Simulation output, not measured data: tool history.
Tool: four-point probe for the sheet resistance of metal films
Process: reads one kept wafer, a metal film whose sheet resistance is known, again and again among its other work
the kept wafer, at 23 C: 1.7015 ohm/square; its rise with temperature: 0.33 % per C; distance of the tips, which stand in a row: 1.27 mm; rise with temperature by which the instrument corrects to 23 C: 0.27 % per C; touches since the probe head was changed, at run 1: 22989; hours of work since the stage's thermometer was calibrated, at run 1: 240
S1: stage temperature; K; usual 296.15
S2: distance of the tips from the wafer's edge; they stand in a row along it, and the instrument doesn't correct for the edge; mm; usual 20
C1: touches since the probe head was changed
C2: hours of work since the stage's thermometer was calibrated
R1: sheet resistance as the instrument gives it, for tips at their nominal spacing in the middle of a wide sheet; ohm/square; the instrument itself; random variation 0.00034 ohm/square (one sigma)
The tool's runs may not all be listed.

{"run": 1, "hour": 0.0, "S1": 296.15, "S2": 20, "C1": 22989, "C2": 240, "R1": 1.705478}
{"run": 2, "hour": 44.4, "S1": 302.15, "S2": 20, "C1": 24120, "C2": 272, "R1": 1.710295}
{"run": 3, "hour": 72.9, "S1": 296.15, "S2": 20, "C1": 24844, "C2": 292, "R1": 1.704997}
{"run": 4, "hour": 103.2, "S1": 296.15, "S2": 20, "C1": 25614, "C2": 314, "R1": 1.705064}
{"run": 5, "hour": 134.2, "S1": 296.15, "S2": 20, "C1": 26402, "C2": 336, "R1": 1.70524}
{"run": 6, "hour": 155.1, "S1": 296.15, "S2": 20, "C1": 26934, "C2": 351, "R1": 1.704924}
{"run": 7, "hour": 193.3, "S1": 297.15, "S2": 20, "C1": 27908, "C2": 378, "R1": 1.706127}
{"run": 8, "hour": 231.3, "S1": 300.15, "S2": 33, "C1": 28874, "C2": 405, "R1": 1.706293}
{"run": 9, "hour": 261.2, "S1": 300.15, "S2": 33, "C1": 29634, "C2": 426, "R1": 1.706341}
{"run": 10, "hour": 305.6, "S1": 300.15, "S2": 35, "C1": 30764, "C2": 458, "R1": 1.706597}
{"run": 11, "hour": 342.1, "S1": 292.15, "S2": 5, "C1": 31693, "C2": 484, "R1": 1.755548}
{"run": 12, "hour": 382.3, "S1": 295.15, "S2": 7, "C1": 32716, "C2": 512, "R1": 1.73037}
{"run": 13, "hour": 417.7, "S1": 296.15, "S2": 15, "C1": 33615, "C2": 538, "R1": 1.707991}
{"run": 14, "hour": 459.4, "S1": 301.15, "S2": 11, "C1": 34678, "C2": 567, "R1": 1.718269}

3 ways to go on from here, each from the tool as it stands after run 14. What would each give?
{"run": "A", "hour": 479.5, "S1": 299.15, "S2": 32, "C1": 35187, "C2": 582, "R1": "?"}
{"run": "B", "hour": 479.5, "S1": 306.15, "S2": 11, "C1": 35187, "C2": 582, "R1": "?"}
{"run": "C", "hour": 479.5, "S1": 301.15, "S2": 25, "C1": 35187, "C2": 582, "R1": "?"}

run=A R1=1.705359
run=B R1=1.721839
run=C R1=1.707849
Without the tool's hidden state the same runs would have given:
run=A R1=1.705342
run=B R1=1.721823
run=C R1=1.707832
